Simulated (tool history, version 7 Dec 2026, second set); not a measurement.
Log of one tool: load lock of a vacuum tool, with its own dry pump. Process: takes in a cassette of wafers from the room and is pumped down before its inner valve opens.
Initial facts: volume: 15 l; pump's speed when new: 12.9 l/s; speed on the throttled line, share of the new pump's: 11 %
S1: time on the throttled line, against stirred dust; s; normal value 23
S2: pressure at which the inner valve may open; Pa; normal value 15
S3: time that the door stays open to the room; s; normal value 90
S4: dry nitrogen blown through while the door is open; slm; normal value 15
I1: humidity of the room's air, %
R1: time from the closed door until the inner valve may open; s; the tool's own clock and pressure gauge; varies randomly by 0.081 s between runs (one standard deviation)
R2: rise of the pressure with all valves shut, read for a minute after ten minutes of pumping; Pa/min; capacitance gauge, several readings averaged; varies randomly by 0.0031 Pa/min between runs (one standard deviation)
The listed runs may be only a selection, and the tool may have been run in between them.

{"run": 1, "hour": 0.0, "S1": 23, "S2": 15, "S3": 90, "S4": 15, "I1": 46.0, "R1": 31.71, "R2": 0.1}
{"run": 2, "hour": 215.4, "S1": 38, "S2": 15, "S3": 90, "S4": 15, "I1": 45.9, "R1": 44.77, "R2": 0.1}
{"run": 3, "hour": 381.8, "S1": 38, "S2": 15, "S3": 90, "S4": 15, "I1": 44.9, "R1": 44.89, "R2": 0.105}
{"run": 4, "hour": 548.2, "S1": 38, "S2": 15, "S3": 90, "S4": 15, "I1": 46.5, "R1": 44.87, "R2": 0.105}
{"run": 5, "hour": 755.4, "S1": 13, "S2": 15, "S3": 90, "S4": 15, "I1": 44.6, "R1": 23.13, "R2": 0.102}
{"run": 6, "hour": 947.8, "S1": 30, "S2": 18, "S3": 48, "S4": 19, "I1": 45.4, "R1": 37.79, "R2": 0.081}
{"run": 7, "hour": 1199.0, "S1": 23, "S2": 15, "S3": 127, "S4": 9, "I1": 46.2, "R1": 31.82, "R2": 0.14}
{"run": 8, "hour": 1383.5, "S1": 38, "S2": 15, "S3": 195, "S4": 6, "I1": 48.6, "R1": 44.94, "R2": 0.2}
{"run": 9, "hour": 1601.9, "S1": 23, "S2": 29, "S3": 44, "S4": 13, "I1": 45.7, "R1": 30.87, "R2": 0.089}
{"run": 10, "hour": 1868.3, "S1": 23, "S2": 29, "S3": 94, "S4": 44, "I1": 47.2, "R1": 31.0, "R2": 0.092}

5 ways to go on from here, each from the tool as it stands after run 10. What would each give?
{"run": "A", "hour": 2113.6, "S1": 12, "S2": 15, "S3": 39, "S4": 17, "I1": 45.0, "R1": "?", "R2": "?"}
{"run": "B", "hour": 2113.6, "S1": 20, "S2": 29, "S3": 94, "S4": 44, "I1": 44.6, "R1": "?", "R2": "?"}
{"run": "C", "hour": 2113.6, "S1": 23, "S2": 11, "S3": 107, "S4": 7, "I1": 45.7, "R1": "?", "R2": "?"}
{"run": "D", "hour": 2113.6, "S1": 30, "S2": 28, "S3": 90, "S4": 6, "I1": 45.2, "R1": "?", "R2": "?"}
{"run": "E", "hour": 2113.6, "S1": 39, "S2": 29, "S3": 94, "S4": 4, "I1": 47.6, "R1": "?", "R2": "?"}

run=A R1=22.34 R2=0.090
run=B R1=28.41 R2=0.097
run=C R1=32.26 R2=0.136
run=D R1=37.06 R2=0.135
run=E R1=45.08 R2=0.152
What these runs would have given with no unlogged condition in the tool:
run=A R1=21.01 R2=0.039
run=B R1=27.30 R2=0.046
run=C R1=31.07 R2=0.087
run=D R1=36.11 R2=0.086
run=E R1=44.28 R2=0.101
